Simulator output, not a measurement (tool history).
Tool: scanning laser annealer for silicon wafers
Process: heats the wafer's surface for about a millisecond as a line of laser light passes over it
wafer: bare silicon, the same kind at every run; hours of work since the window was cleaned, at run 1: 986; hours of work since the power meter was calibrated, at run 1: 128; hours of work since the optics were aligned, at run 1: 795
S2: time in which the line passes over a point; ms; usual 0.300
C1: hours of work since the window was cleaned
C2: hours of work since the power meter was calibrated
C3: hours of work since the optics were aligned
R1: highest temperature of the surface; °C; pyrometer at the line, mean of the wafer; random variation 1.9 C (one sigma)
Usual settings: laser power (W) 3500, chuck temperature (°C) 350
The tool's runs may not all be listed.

run 1 hour=0.0 | laser_power_(W)=3500 S2=0.300 chuck_temperature_(°C)=350 | C1=986 C2=128 C3=795 | R1=1080
-- hour=5.9 window over the wafer cleaned
run 2 hour=11.0 | laser_power_(W)=3500 S2=0.300 chuck_temperature_(°C)=350 | C1=2 C2=132 C3=799 | R1=1099
run 3 hour=16.2 | laser_power_(W)=3500 S2=0.300 chuck_temperature_(°C)=350 | C1=5 C2=135 C3=801 | R1=1095
run 4 hour=22.7 | laser_power_(W)=3500 S2=0.300 chuck_temperature_(°C)=350 | C1=8 C2=138 C3=804 | R1=1099
run 5 hour=30.0 | laser_power_(W)=3500 S2=0.300 chuck_temperature_(°C)=350 | C1=11 C2=141 C3=808 | R1=1097
-- hour=33.5 laser's power meter calibrated
run 6 hour=42.2 | laser_power_(W)=3500 S2=0.300 chuck_temperature_(°C)=350 | C1=15 C2=4 C3=812 | R1=1099
-- hour=50.4 laser's power meter calibrated, once more
run 7 hour=52.2 | laser_power_(W)=3166 S2=0.300 chuck_temperature_(°C)=350 | C1=18 C2=1 C3=815 | R1=1030
run 8 hour=57.9 | laser_power_(W)=3166 S2=0.300 chuck_temperature_(°C)=350 | C1=21 C2=3 C3=818 | R1=1032
run 9 hour=62.9 | laser_power_(W)=3682 S2=0.300 chuck_temperature_(°C)=350 | C1=23 C2=6 C3=820 | R1=1136
run 10 hour=70.3 | laser_power_(W)=3682 S2=0.300 chuck_temperature_(°C)=350 | C1=27 C2=9 C3=823 | R1=1134
run 11 hour=77.3 | laser_power_(W)=3682 S2=0.300 chuck_temperature_(°C)=350 | C1=30 C2=12 C3=826 | R1=1135
run 12 hour=84.7 | laser_power_(W)=3682 S2=0.300 chuck_temperature_(°C)=350 | C1=33 C2=16 C3=830 | R1=1133
run 13 hour=92.7 | laser_power_(W)=3299 S2=0.326 chuck_temperature_(°C)=350 | C1=37 C2=19 C3=833 | R1=1090
run 14 hour=98.8 | laser_power_(W)=3299 S2=0.326 chuck_temperature_(°C)=350 | C1=39 C2=22 C3=836 | R1=1095
run 15 hour=107.3 | laser_power_(W)=3756 S2=0.224 chuck_temperature_(°C)=356 | C1=43 C2=26 C3=840 | R1=1032

5 ways to go on from here, each from the tool as it stands after run 15. What would each give?
run A hour=115.5 | laser_power_(W)=3585 S2=0.300 chuck_temperature_(°C)=350 | C1=47 C2=30 C3=844 | R1=?
run B hour=115.5 | laser_power_(W)=3646 S2=0.214 chuck_temperature_(°C)=342 | C1=47 C2=30 C3=844 | R1=?
run C hour=115.5 | laser_power_(W)=3350 S2=0.322 chuck_temperature_(°C)=322 | C1=47 C2=30 C3=844 | R1=?
run D hour=115.5 | laser_power_(W)=3340 S2=0.271 chuck_temperature_(°C)=346 | C1=47 C2=30 C3=844 | R1=?
run E hour=115.5 | laser_power_(W)=3322 S2=0.264 chuck_temperature_(°C)=353 | C1=47 C2=30 C3=844 | R1=?

run=A R1=1115
run=B R1=986
run=C R1=1072
run=D R1=1022
run=E R1=1016
Without the tool's hidden state the same runs would have given:
run=A R1=1129
run=B R1=998
run=C R1=1085
run=D R1=1035
run=E R1=1028

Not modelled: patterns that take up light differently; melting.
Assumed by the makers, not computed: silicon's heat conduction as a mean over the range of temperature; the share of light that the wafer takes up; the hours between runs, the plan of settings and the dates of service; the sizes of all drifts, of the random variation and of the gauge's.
